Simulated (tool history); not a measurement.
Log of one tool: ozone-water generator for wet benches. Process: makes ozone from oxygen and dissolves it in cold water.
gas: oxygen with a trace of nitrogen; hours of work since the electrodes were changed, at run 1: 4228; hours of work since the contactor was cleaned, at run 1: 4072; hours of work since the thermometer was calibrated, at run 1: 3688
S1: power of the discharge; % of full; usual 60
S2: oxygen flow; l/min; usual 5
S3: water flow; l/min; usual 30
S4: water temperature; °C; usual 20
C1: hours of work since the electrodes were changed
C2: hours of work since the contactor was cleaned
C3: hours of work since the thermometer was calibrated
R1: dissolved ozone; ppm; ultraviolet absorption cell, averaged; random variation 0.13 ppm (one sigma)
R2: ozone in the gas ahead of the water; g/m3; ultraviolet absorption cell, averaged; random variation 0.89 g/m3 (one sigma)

{"run": 1, "hour": 0.0, "S1": 60, "S2": 5, "S3": 30, "S4": 20, "C1": 4228, "C2": 4072, "C3": 3688, "R1": 13.6, "R2": 147.3}
{"run": 2, "hour": 132.9, "S1": 60, "S2": 5, "S3": 30, "S4": 20, "C1": 4359, "C2": 4203, "C3": 3818, "R1": 13.6, "R2": 146.6}
{"run": 3, "hour": 205.3, "S1": 60, "S2": 5, "S3": 30, "S4": 19, "C1": 4430, "C2": 4274, "C3": 3890, "R1": 13.9, "R2": 146.3}
{"run": 4, "hour": 299.1, "S1": 60, "S2": 5, "S3": 30, "S4": 19, "C1": 4522, "C2": 4366, "C3": 3982, "R1": 13.7, "R2": 147.5}
{"run": 5, "hour": 360.7, "S1": 87, "S2": 5, "S3": 30, "S4": 19, "C1": 4583, "C2": 4427, "C3": 4043, "R1": 17.5, "R2": 186.1}
{"run": 6, "hour": 505.9, "S1": 60, "S2": 5, "S3": 30, "S4": 20, "C1": 4726, "C2": 4570, "C3": 4185, "R1": 13.6, "R2": 148.2}
{"run": 7, "hour": 578.8, "S1": 60, "S2": 5, "S3": 30, "S4": 20, "C1": 4797, "C2": 4642, "C3": 4257, "R1": 13.8, "R2": 147.3}
{"run": 8, "hour": 690.2, "S1": 60, "S2": 5, "S3": 30, "S4": 20, "C1": 4907, "C2": 4751, "C3": 4367, "R1": 13.8, "R2": 146.9}
{"run": 9, "hour": 799.0, "S1": 60, "S2": 5, "S3": 30, "S4": 20, "C1": 5014, "C2": 4858, "C3": 4474, "R1": 13.5, "R2": 145.3}
{"run": 10, "hour": 911.1, "S1": 60, "S2": 5, "S3": 35, "S4": 20, "C1": 5124, "C2": 4969, "C3": 4584, "R1": 12, "R2": 146}
{"run": 11, "hour": 990.5, "S1": 60, "S2": 4.59, "S3": 30, "S4": 20, "C1": 5202, "C2": 5047, "C3": 4662, "R1": 13.3, "R2": 150.7}
{"run": 12, "hour": 1132.3, "S1": 60, "S2": 5, "S3": 30, "S4": 20, "C1": 5342, "C2": 5186, "C3": 4802, "R1": 13.6, "R2": 148.4}
{"run": 13, "hour": 1271.9, "S1": 60, "S2": 5, "S3": 30, "S4": 20, "C1": 5479, "C2": 5324, "C3": 4939, "R1": 13.6, "R2": 147.6}
{"hour": 1304.4, "done": "water thermometer calibrated"}
{"run": 14, "hour": 1386.1, "S1": 60, "S2": 4.23, "S3": 30, "S4": 20, "C1": 5591, "C2": 5435, "C3": 80, "R1": 12.9, "R2": 156.8}
{"run": 15, "hour": 1495.6, "S1": 60, "S2": 4.23, "S3": 30, "S4": 20, "C1": 5699, "C2": 5543, "C3": 188, "R1": 12.7, "R2": 156.2}
{"run": 16, "hour": 1564.4, "S1": 60, "S2": 4.23, "S3": 30, "S4": 20, "C1": 5767, "C2": 5611, "C3": 256, "R1": 13, "R2": 156.3}
{"run": 17, "hour": 1649.6, "S1": 60, "S2": 5, "S3": 30, "S4": 20, "C1": 5850, "C2": 5695, "C3": 340, "R1": 13.5, "R2": 145.5}
{"run": 18, "hour": 1730.4, "S1": 44, "S2": 5, "S3": 30, "S4": 23, "C1": 5930, "C2": 5774, "C3": 419, "R1": 10.7, "R2": 121.3}
{"run": 19, "hour": 1853.6, "S1": 44, "S2": 5, "S3": 30, "S4": 23, "C1": 6051, "C2": 5895, "C3": 540, "R1": 10.9, "R2": 120}
{"run": 20, "hour": 1979.9, "S1": 44, "S2": 5, "S3": 30, "S4": 23, "C1": 6175, "C2": 6020, "C3": 665, "R1": 10.8, "R2": 119.5}
{"run": 21, "hour": 2071.8, "S1": 44, "S2": 5, "S3": 30, "S4": 23, "C1": 6266, "C2": 6110, "C3": 755, "R1": 10.8, "R2": 119.8}
{"run": 22, "hour": 2196.3, "S1": 44, "S2": 5, "S3": 30, "S4": 23, "C1": 6388, "C2": 6233, "C3": 878, "R1": 10.8, "R2": 119.9}
{"run": 23, "hour": 2330.3, "S1": 44, "S2": 5, "S3": 30, "S4": 23, "C1": 6520, "C2": 6365, "C3": 1009, "R1": 10.7, "R2": 120.2}
{"run": 24, "hour": 2420.7, "S1": 99, "S2": 4.07, "S3": 32, "S4": 23, "C1": 6609, "C2": 6453, "C3": 1098, "R1": 16.2, "R2": 217.8}
{"run": 25, "hour": 2525.2, "S1": 99, "S2": 4.07, "S3": 32, "S4": 23, "C1": 6712, "C2": 6556, "C3": 1201, "R1": 16.2, "R2": 217}
{"run": 26, "hour": 2609.7, "S1": 99, "S2": 7.71, "S3": 28, "S4": 14, "C1": 6795, "C2": 6639, "C3": 1284, "R1": 24, "R2": 177.2}
{"run": 27, "hour": 2757.3, "S1": 89, "S2": 6.49, "S3": 28, "S4": 14, "C1": 6940, "C2": 6785, "C3": 1430, "R1": 21.3, "R2": 171.4}
{"run": 28, "hour": 2862.3, "S1": 74, "S2": 5, "S3": 30, "S4": 20, "C1": 7044, "C2": 6888, "C3": 1533, "R1": 15.4, "R2": 169.9}
{"run": 29, "hour": 3007.5, "S1": 74, "S2": 5, "S3": 30, "S4": 20, "C1": 7187, "C2": 7031, "C3": 1676, "R1": 15.6, "R2": 166.9}
{"run": 30, "hour": 3117.0, "S1": 74, "S2": 5, "S3": 30, "S4": 20, "C1": 7294, "C2": 7139, "C3": 1784, "R1": 15.4, "R2": 168.7}
{"run": 31, "hour": 3198.7, "S1": 74, "S2": 5, "S3": 30, "S4": 20, "C1": 7375, "C2": 7219, "C3": 1864, "R1": 15.8, "R2": 166.7}
{"run": 32, "hour": 3264.4, "S1": 66, "S2": 7.74, "S3": 26, "S4": 22, "C1": 7439, "C2": 7284, "C3": 1929, "R1": 17.1, "R2": 132.7}
{"hour": 3352.0, "done": "contactor cleaned"}
{"run": 33, "hour": 3394.1, "S1": 66, "S2": 7.74, "S3": 26, "S4": 22, "C1": 7563, "C2": 41, "C3": 2052, "R1": 16.9, "R2": 133.8}
{"run": 34, "hour": 3503.0, "S1": 47, "S2": 7.55, "S3": 26, "S4": 18, "C1": 7670, "C2": 149, "C3": 2159, "R1": 14.7, "R2": 109.1}

Forecast each of these 3 alternatives for the next run:
{"run": "A", "hour": 3607.4, "S1": 47, "S2": 7.55, "S3": 40, "S4": 18, "C1": 7773, "C2": 251, "C3": 2262, "R1": "?", "R2": "?"}
{"run": "B", "hour": 3607.4, "S1": 71, "S2": 7.55, "S3": 22, "S4": 18, "C1": 7773, "C2": 251, "C3": 2262, "R1": "?", "R2": "?"}
{"run": "C", "hour": 3607.4, "S1": 76, "S2": 3.97, "S3": 26, "S4": 18, "C1": 7773, "C2": 251, "C3": 2262, "R1": "?", "R2": "?"}

run=A R1=10.7 R2=108.7
run=B R1=20.8 R2=143
run=C R1=16.9 R2=185.1
Without the tool's hidden state the same runs would have given:
run=A R1=10.8 R2=108.7
run=B R1=20.9 R2=143.2
run=C R1=16.9 R2=185.3

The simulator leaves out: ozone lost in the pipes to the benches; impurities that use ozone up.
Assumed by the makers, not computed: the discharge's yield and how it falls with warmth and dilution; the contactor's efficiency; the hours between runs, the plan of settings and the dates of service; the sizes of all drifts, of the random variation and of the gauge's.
